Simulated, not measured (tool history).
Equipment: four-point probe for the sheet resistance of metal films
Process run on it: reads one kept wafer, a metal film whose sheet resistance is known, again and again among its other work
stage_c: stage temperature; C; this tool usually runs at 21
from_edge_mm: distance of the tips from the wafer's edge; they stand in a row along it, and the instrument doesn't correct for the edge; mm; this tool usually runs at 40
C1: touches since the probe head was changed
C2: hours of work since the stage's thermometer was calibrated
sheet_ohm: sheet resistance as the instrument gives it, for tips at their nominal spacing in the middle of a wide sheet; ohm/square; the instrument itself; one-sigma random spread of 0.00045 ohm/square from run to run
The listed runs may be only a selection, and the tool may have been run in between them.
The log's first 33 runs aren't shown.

{"run": 34, "hour": 1040.3, "stage_c": 21, "from_edge_mm": 69, "C1": 60380, "C2": 1278, "sheet_ohm": 2.284668}
{"run": 35, "hour": 1068.6, "stage_c": 21, "from_edge_mm": 39, "C1": 61668, "C2": 1297, "sheet_ohm": 2.285613}
{"run": 36, "hour": 1102.6, "stage_c": 25, "from_edge_mm": 36, "C1": 63217, "C2": 1320, "sheet_ohm": 2.285176}
{"run": 37, "hour": 1124.2, "stage_c": 21, "from_edge_mm": 4, "C1": 64204, "C2": 1334, "sheet_ohm": 2.359955}
{"run": 38, "hour": 1145.2, "stage_c": 21, "from_edge_mm": 7, "C1": 65160, "C2": 1349, "sheet_ohm": 2.309821}
{"run": 39, "hour": 1190.5, "stage_c": 25, "from_edge_mm": 38, "C1": 67224, "C2": 1379, "sheet_ohm": 2.285702}
{"run": 40, "hour": 1238.2, "stage_c": 25, "from_edge_mm": 27, "C1": 69397, "C2": 1412, "sheet_ohm": 2.287709}
{"run": 41, "hour": 1262.7, "stage_c": 33, "from_edge_mm": 6, "C1": 70511, "C2": 1428, "sheet_ohm": 2.318781}
{"run": 42, "hour": 1309.6, "stage_c": 25, "from_edge_mm": 40, "C1": 72650, "C2": 1460, "sheet_ohm": 2.287031}
{"run": 43, "hour": 1348.3, "stage_c": 28, "from_edge_mm": 63, "C1": 74413, "C2": 1486, "sheet_ohm": 2.285819}
{"run": 44, "hour": 1392.6, "stage_c": 33, "from_edge_mm": 11, "C1": 76429, "C2": 1516, "sheet_ohm": 2.295949}

Here are 4 independent what-if runs from the current tool condition. What would each one return?
{"run": "A", "hour": 1417.0, "stage_c": 22, "from_edge_mm": 43, "C1": 77541, "C2": 1533, "sheet_ohm": "?"}
{"run": "B", "hour": 1417.0, "stage_c": 24, "from_edge_mm": 16, "C1": 77541, "C2": 1533, "sheet_ohm": "?"}
{"run": "C", "hour": 1417.0, "stage_c": 28, "from_edge_mm": 30, "C1": 77541, "C2": 1533, "sheet_ohm": "?"}
{"run": "D", "hour": 1417.0, "stage_c": 20, "from_edge_mm": 11, "C1": 77541, "C2": 1533, "sheet_ohm": "?"}

run=A sheet_ohm=2.289829
run=B sheet_ohm=2.292237
run=C sheet_ohm=2.287889
run=D sheet_ohm=2.298661
Take away the tool's hidden state, keep each run's random variation, and the runs would have read:
run=A sheet_ohm=2.270816
run=B sheet_ohm=2.273223
run=C sheet_ohm=2.268942
run=D sheet_ohm=2.279563
